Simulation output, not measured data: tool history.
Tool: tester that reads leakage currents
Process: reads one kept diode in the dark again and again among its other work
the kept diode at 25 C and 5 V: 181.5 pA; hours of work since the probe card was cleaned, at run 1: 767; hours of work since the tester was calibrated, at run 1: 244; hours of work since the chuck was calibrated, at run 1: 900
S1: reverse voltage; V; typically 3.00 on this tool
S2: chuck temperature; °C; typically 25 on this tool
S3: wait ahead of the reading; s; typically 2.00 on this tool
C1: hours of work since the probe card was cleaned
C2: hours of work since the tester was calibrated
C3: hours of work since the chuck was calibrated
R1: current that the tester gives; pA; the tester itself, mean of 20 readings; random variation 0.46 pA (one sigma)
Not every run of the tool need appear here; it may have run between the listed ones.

run	day	S1	S2	S3	C1	C2	C3	R1
1	0.000	3.00	25	2.00	767	244	900	169.72
2	1.129	3.00	25	2.00	787	265	920	171.10
3	2.238	3.00	25	4.81	807	285	940	170.92
4	3.046	3.00	25	4.81	822	300	955	171.09
5	4.275	3.00	25	4.81	844	322	977	172.01
6	4.858	3.00	25	4.81	855	333	988	172.15
7	6.004	3.00	25	4.81	876	353	1009	172.05
8	7.404	3.00	25	4.81	901	379	1034	172.61
9	8.017	3.00	25	4.81	912	390	1045	172.55
10	9.354	19.27	25	2.00	936	414	1069	327.78
11	10.267	19.27	25	2.00	953	431	1086	329.90
12	11.267	19.27	25	2.00	971	449	1104	330.07
13	11.967	9.30	25	2.00	984	461	1117	256.69
14	12.938	3.00	25	2.00	1001	479	1134	175.43
15	13.588	8.62	30	4.20	1013	491	1146	372.87
16	14.596	8.62	30	4.20	1031	509	1164	374.17
17	15.383	3.00	35	1.42	1046	523	1179	386.13
18	16.046	3.00	35	1.42	1058	535	1191	387.09
19	17.450	3.00	35	1.42	1083	561	1216	389.19
20	18.162	3.00	35	1.42	1096	574	1229	389.66
21	19.038	4.92	35	2.79	1112	589	1245	458.26
22	19.796	2.42	25	4.72	1126	603	1259	165.56
23	21.008	2.42	25	4.72	1147	625	1280	165.32
24	22.271	1.52	22	4.72	1170	648	1303	111.29
25	23.496	17.02	46	9.03	1193	670	1325	1564.44
26	24.267	17.02	46	9.03	1206	684	1339	1574.57
27	24.979	17.02	47	9.03	1219	697	1352	1685.05

Each row is a separate what-if for the run after 27, all from the same tool condition, not one after another. Results?
A	25.742	2.96	29	2.00	1233	711	1366	?
B	25.742	3.00	51	1.74	1233	711	1366	?
C	25.742	11.05	42	0.34	1233	711	1366	?
D	25.742	17.02	38	9.03	1233	711	1366	?

run	R1
A	246.48
B	1256.35
C	1029.00
D	882.02
Without the tool's unlogged condition, the same runs would have read:
run	R1
A	211.97
B	1106.92
C	895.70
D	760.91
